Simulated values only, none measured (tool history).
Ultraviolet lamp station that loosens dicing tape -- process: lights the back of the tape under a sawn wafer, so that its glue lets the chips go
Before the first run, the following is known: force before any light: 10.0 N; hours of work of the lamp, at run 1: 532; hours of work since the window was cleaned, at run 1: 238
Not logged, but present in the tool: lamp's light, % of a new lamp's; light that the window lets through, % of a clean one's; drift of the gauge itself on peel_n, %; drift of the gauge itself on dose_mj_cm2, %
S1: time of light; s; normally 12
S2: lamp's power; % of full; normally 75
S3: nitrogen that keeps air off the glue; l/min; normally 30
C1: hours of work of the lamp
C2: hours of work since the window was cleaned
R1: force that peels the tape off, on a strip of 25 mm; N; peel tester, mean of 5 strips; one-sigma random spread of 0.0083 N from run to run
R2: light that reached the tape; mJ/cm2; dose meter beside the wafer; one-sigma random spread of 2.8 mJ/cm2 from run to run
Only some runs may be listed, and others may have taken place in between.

run     day  S1  S2  S3    C1   C2     R1   R2
  1   0.000  12  75  30   532  238  0.459  335
  2   0.912  12  75  30   549  255  0.463  332
  3   1.558  12  75  30   561  267  0.472  333
  4   2.567  12  75  30   580  286  0.471  329
  5   3.354  12  75  30   595  301  0.484  325
  6   3.879  12  75  30   604  310  0.489  326
  7   4.729  12  75  30   620  326  0.448  320
  8   5.642  12  75  30   637  343  0.506  322
  9   6.579  12  75  30   655  361  0.491  323
 10   7.658  12  75  30   675  381  0.508  321
 11   8.604  12  75  30   693  399  0.507  317
 12   9.671  12  75  30   713  418  0.497  316
 13  10.408  12  75  16   726  432  0.985  310
 14  11.296  12  75  30   743  449  0.531  314
 15  12.254  12  75  30   761  467  0.536  312
 16  12.804  12  75  30   771  477  0.531  308
 17  13.462  19  75  30   783  489  0.200  485
 18  13.933  16  84  19   792  498  0.330  460
 19  14.633   9  84  19   805  511  1.224  258
 20  15.392  16  84  26   819  525  0.265  449
 21  15.875  16  84  26   828  534  0.257  453
 22  16.529  16  84  26   841  547  0.260  452
 23  17.367   7  84  20   856  562  1.901  197
 24  18.250  21  72  30   873  579  0.201  502
     18.362  -- window cleaned of glue's vapour
 25  18.854  12  75  39   884    9  0.513  293
 26  19.629  12  74  14   898   24  1.254  287
 27  20.221  12  70  16   909   35  1.264  275
 28  21.275  12  61  29   929   54  1.002  239
 29  21.750  13  91  19   938   63  0.529  377
 30  22.733  13  91  19   956   82  0.530  379
     23.300  -- window cleaned of glue's vapour, once more
 31  23.779   6  65  36   975    9  2.342  135
 32  24.288  13  91  13   985   18  0.632  410
 33  24.725  13  91  13   993   27  0.628  410
 34  25.283   8  79  37  1003   37  0.978  216

For some of the steps in R1 from one run to the next: how much would appear even if the tool had no hidden state, given the settings, what came in and random variation, and how much remains for the hidden state plus any gauge scatter that the measured result and the result without hidden state don't share?
Run 19 -> 20: S1 9 -> 16, S3 19 -> 26. R1 -0.959 N: hidden state -0.377, all else -0.582.
Run 22 -> 23: S1 16 -> 7, S3 26 -> 20. R1 +1.641 N: hidden state +0.567, all else +1.074.
Run 23 -> 24: S1 7 -> 21, S2 84 -> 72, S3 20 -> 30. R1 -1.700 N: hidden state -0.606, all else -1.094.
Run 30 -> 31: S1 13 -> 6, S2 91 -> 65, S3 19 -> 36, window cleaned of glue's vapour, once more. R1 +1.812 N: hidden state +0.358, all else +1.454.
Run 31 -> 32: S1 6 -> 13, S2 65 -> 91, S3 36 -> 13. R1 -1.710 N: hidden state -0.373, all else -1.337.
